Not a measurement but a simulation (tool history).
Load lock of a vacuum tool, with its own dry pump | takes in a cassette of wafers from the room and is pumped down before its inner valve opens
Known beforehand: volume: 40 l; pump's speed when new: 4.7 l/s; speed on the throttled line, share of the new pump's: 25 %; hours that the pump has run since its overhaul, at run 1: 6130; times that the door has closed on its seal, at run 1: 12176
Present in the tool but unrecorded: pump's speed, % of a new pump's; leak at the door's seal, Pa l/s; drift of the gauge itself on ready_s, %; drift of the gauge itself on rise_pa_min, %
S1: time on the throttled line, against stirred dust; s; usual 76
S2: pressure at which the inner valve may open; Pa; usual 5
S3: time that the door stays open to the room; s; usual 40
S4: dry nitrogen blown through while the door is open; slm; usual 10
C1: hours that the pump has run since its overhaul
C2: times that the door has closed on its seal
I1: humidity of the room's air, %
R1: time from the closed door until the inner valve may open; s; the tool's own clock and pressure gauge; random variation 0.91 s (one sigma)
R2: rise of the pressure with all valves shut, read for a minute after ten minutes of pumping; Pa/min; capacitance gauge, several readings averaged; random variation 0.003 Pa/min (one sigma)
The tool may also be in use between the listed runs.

{"run": 1, "day": 0.0, "S1": 76, "S2": 5, "S3": 40, "S4": 10, "C1": 6130, "C2": 12176, "I1": 44.7, "R1": 143.4, "R2": 0.038}
{"run": 2, "day": 7.058, "S1": 76, "S2": 5, "S3": 31, "S4": 10, "C1": 6299, "C2": 12968, "I1": 46.9, "R1": 142.2, "R2": 0.038}
{"run": 3, "day": 14.533, "S1": 76, "S2": 5, "S3": 40, "S4": 10, "C1": 6479, "C2": 13806, "I1": 45.2, "R1": 141.2, "R2": 0.041}
{"run": 4, "day": 22.25, "S1": 76, "S2": 5, "S3": 40, "S4": 10, "C1": 6664, "C2": 14672, "I1": 43.4, "R1": 143.4, "R2": 0.04}
{"run": 5, "day": 29.475, "S1": 76, "S2": 5, "S3": 40, "S4": 10, "C1": 6837, "C2": 15482, "I1": 44.8, "R1": 142.5, "R2": 0.042}
{"run": 6, "day": 42.25, "S1": 76, "S2": 5, "S3": 40, "S4": 10, "C1": 7144, "C2": 16915, "I1": 44.6, "R1": 142, "R2": 0.045}
{"run": 7, "day": 48.933, "S1": 76, "S2": 5, "S3": 40, "S4": 10, "C1": 7304, "C2": 17664, "I1": 45, "R1": 140.9, "R2": 0.046}
{"run": 8, "day": 54.7, "S1": 76, "S2": 5, "S3": 40, "S4": 10, "C1": 7443, "C2": 18311, "I1": 45, "R1": 143.5, "R2": 0.038}
{"run": 9, "day": 60.708, "S1": 76, "S2": 5, "S3": 40, "S4": 10, "C1": 7587, "C2": 18985, "I1": 47.9, "R1": 142.4, "R2": 0.047}
{"run": 10, "day": 73.192, "S1": 55, "S2": 5, "S3": 40, "S4": 10, "C1": 7886, "C2": 20385, "I1": 43.2, "R1": 125.5, "R2": 0.044}
{"run": 11, "day": 81.475, "S1": 55, "S2": 5, "S3": 40, "S4": 10, "C1": 8085, "C2": 21314, "I1": 46.7, "R1": 127.1, "R2": 0.045}
{"run": 12, "day": 91.042, "S1": 55, "S2": 5, "S3": 67, "S4": 10, "C1": 8315, "C2": 22387, "I1": 46.1, "R1": 126.5, "R2": 0.057}
{"run": 13, "day": 97.712, "S1": 55, "S2": 5, "S3": 67, "S4": 10, "C1": 8475, "C2": 23135, "I1": 42.1, "R1": 125.1, "R2": 0.049}
{"run": 14, "day": 109.008, "S1": 76, "S2": 5, "S3": 40, "S4": 10, "C1": 8746, "C2": 24402, "I1": 46.7, "R1": 142.4, "R2": 0.042}
{"run": 15, "day": 116.508, "S1": 76, "S2": 5, "S3": 40, "S4": 10, "C1": 8926, "C2": 25243, "I1": 43.9, "R1": 142.9, "R2": 0.041}
{"run": 16, "day": 126.808, "S1": 118, "S2": 5, "S3": 40, "S4": 10, "C1": 9173, "C2": 26398, "I1": 43.3, "R1": 173, "R2": 0.04}
{"run": 17, "day": 132.192, "S1": 76, "S2": 7, "S3": 60, "S4": 10, "C1": 9302, "C2": 27002, "I1": 44.8, "R1": 138.8, "R2": 0.056}
{"run": 18, "day": 138.067, "S1": 94, "S2": 5, "S3": 161, "S4": 9, "C1": 9444, "C2": 27661, "I1": 45.9, "R1": 156.1, "R2": 0.09}
{"run": 19, "day": 150.404, "S1": 76, "S2": 8, "S3": 40, "S4": 20, "C1": 9740, "C2": 29045, "I1": 42.7, "R1": 138.9, "R2": 0.035}
{"run": 20, "day": 160.912, "S1": 76, "S2": 8, "S3": 40, "S4": 4, "C1": 9992, "C2": 30223, "I1": 48.2, "R1": 138.6, "R2": 0.046}
{"run": 21, "day": 167.621, "S1": 141, "S2": 5, "S3": 40, "S4": 9, "C1": 10153, "C2": 30976, "I1": 42.8, "R1": 191.2, "R2": 0.049}
{"run": 22, "day": 173.546, "S1": 47, "S2": 8, "S3": 154, "S4": 18, "C1": 10295, "C2": 31640, "I1": 43, "R1": 116.9, "R2": 0.074}
{"run": 23, "day": 183.292, "S1": 76, "S2": 5, "S3": 40, "S4": 5, "C1": 10529, "C2": 32734, "I1": 47.1, "R1": 142.8, "R2": 0.049}
{"run": 24, "day": 196.221, "S1": 76, "S2": 4, "S3": 40, "S4": 10, "C1": 10839, "C2": 34184, "I1": 44.3, "R1": 144.9, "R2": 0.043}

Run 25 comes next. What will it give?
{"run": 25, "day": 207.683, "S1": 76, "S2": 4, "S3": 40, "S4": 10, "C1": 11114, "C2": 35469, "I1": 43.9, "R1": "?", "R2": "?"}

Run 25 measured R1 144.7 s, R2 0.041 Pa/min.
Take away the tool's hidden state, keep the run-to-run variation as it was, and the same run would have given R1 144.6 s, R2 0.039 Pa/min.
